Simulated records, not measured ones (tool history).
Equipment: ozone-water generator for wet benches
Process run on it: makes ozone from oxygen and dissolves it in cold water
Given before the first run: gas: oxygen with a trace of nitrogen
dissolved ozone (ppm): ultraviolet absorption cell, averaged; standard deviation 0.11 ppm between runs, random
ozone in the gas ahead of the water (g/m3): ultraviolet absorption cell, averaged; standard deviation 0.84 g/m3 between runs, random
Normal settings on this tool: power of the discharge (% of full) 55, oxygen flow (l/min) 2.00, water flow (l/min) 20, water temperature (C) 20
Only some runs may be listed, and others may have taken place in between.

| run | hour | power of the discharge (% of full) | oxygen flow (l/min) | water flow (l/min) | water temperature (C) | dissolved ozone (ppm) | ozone in the gas ahead of the water (g/m3) |
|---|---|---|---|---|---|---|---|
| 1 | 0.0 | 55 | 2.00 | 20 | 20 | 6.7 | 130.1 |
| 2 | 44.5 | 55 | 2.00 | 20 | 17 | 7.0 | 132.9 |
| 3 | 71.2 | 46 | 2.00 | 20 | 20 | 6.1 | 120.7 |
| 4 | 104.9 | 46 | 2.00 | 20 | 20 | 6.1 | 121.2 |
| 5 | 140.8 | 46 | 2.00 | 20 | 20 | 6.3 | 121.1 |
| 6 | 187.8 | 46 | 2.00 | 20 | 20 | 6.4 | 120.2 |
| 7 | 233.7 | 55 | 2.00 | 20 | 20 | 6.7 | 131.7 |
| 8 | 274.0 | 55 | 2.00 | 20 | 20 | 6.7 | 131.9 |
| 9 | 301.5 | 55 | 3.00 | 20 | 20 | 7.1 | 104.0 |
|  | 327.3 | water thermometer calibrated |
| 10 | 327.3 | 55 | 2.00 | 20 | 20 | 6.9 | 130.6 |
| 11 | 363.0 | 78 | 2.00 | 20 | 20 | 8.0 | 157.6 |
|  | 370.1 | contactor cleaned |
| 12 | 410.6 | 78 | 2.00 | 20 | 20 | 8.1 | 156.5 |
| 13 | 445.7 | 78 | 2.00 | 20 | 20 | 7.9 | 156.5 |
| 14 | 477.2 | 78 | 2.00 | 20 | 20 | 8.0 | 155.7 |
| 15 | 508.2 | 78 | 2.16 | 20 | 20 | 8.0 | 149.7 |
| 16 | 531.3 | 78 | 2.16 | 20 | 20 | 8.0 | 149.7 |
|  | 560.3 | contactor cleaned, once more |
| 17 | 586.0 | 78 | 2.16 | 20 | 20 | 8.4 | 149.7 |
| 18 | 614.4 | 55 | 2.36 | 20 | 14 | 7.4 | 119.9 |
| 19 | 645.6 | 55 | 2.36 | 20 | 14 | 7.5 | 119.8 |
| 20 | 669.6 | 94 | 2.00 | 20 | 20 | 9.0 | 171.0 |
| 21 | 712.5 | 94 | 2.00 | 20 | 20 | 9.0 | 170.4 |
| 22 | 758.0 | 94 | 2.00 | 20 | 20 | 9.1 | 168.2 |
| 23 | 782.4 | 52 | 2.09 | 20 | 20 | 6.9 | 121.4 |
| 24 | 823.1 | 82 | 2.79 | 14 | 14 | 13.4 | 131.2 |
| 25 | 854.7 | 82 | 2.79 | 13 | 26 | 12.3 | 130.0 |
| 26 | 896.9 | 68 | 1.04 | 30 | 16 | 4.0 | 207.8 |
| 27 | 926.4 | 68 | 1.04 | 30 | 16 | 3.8 | 208.3 |
| 28 | 956.8 | 68 | 1.04 | 30 | 16 | 4.0 | 208.0 |
| 29 | 998.6 | 48 | 2.39 | 13 | 16 | 10.3 | 108.9 |
| 30 | 1037.8 | 48 | 2.39 | 13 | 16 | 10.4 | 109.0 |
| 31 | 1086.5 | 44 | 3.01 | 13 | 18 | 9.9 | 91.1 |
| 32 | 1134.9 | 55 | 1.55 | 20 | 23 | 6.4 | 149.6 |
| 33 | 1166.7 | 55 | 2.07 | 20 | 20 | 6.8 | 125.8 |

For each run, the measured value with the value that run would have given without the tool's hidden condition subtracted. The run-to-run variation is shared by both, the gauge scatter possibly not:
Hidden state present: yield of the discharge, % of new electrodes'; contactor's efficiency, % of a clean one's; true water temperature over the reading, C; drift of the gauge itself on ozone_ppm, %; drift of the gauge itself on gas_g_m3, %.
| run | dissolved ozone (ppm) | ozone in the gas ahead of the water (g/m3) |
|---|---|---|
| 1 | -0.3 | -1.7 |
| 2 | -0.4 | -2.0 |
| 3 | -0.3 | -1.7 |
| 4 | -0.3 | -1.7 |
| 5 | -0.3 | -1.9 |
| 6 | -0.3 | -2.0 |
| 7 | -0.4 | -2.7 |
| 8 | -0.4 | -2.8 |
| 9 | -0.4 | -2.3 |
| 10 | -0.4 | -3.0 |
| 11 | -0.5 | -4.5 |
| 12 | -0.7 | -4.8 |
| 13 | -0.7 | -5.0 |
| 14 | -0.6 | -5.1 |
| 15 | -0.7 | -5.1 |
| 16 | -0.8 | -5.2 |
| 17 | -0.3 | -5.4 |
| 18 | -0.3 | -3.7 |
| 19 | -0.2 | -3.8 |
| 20 | -0.5 | -7.4 |
| 21 | -0.4 | -7.6 |
| 22 | -0.4 | -7.8 |
| 23 | -0.2 | -4.2 |
| 24 | -0.6 | -6.0 |
| 25 | -0.6 | -6.2 |
| 26 | -0.2 | -9.2 |
| 27 | -0.2 | -9.4 |
| 28 | -0.2 | -9.5 |
| 29 | -0.5 | -4.2 |
| 30 | -0.5 | -4.4 |
| 31 | -0.4 | -3.6 |
| 32 | -0.3 | -6.9 |
| 33 | -0.3 | -5.9 |
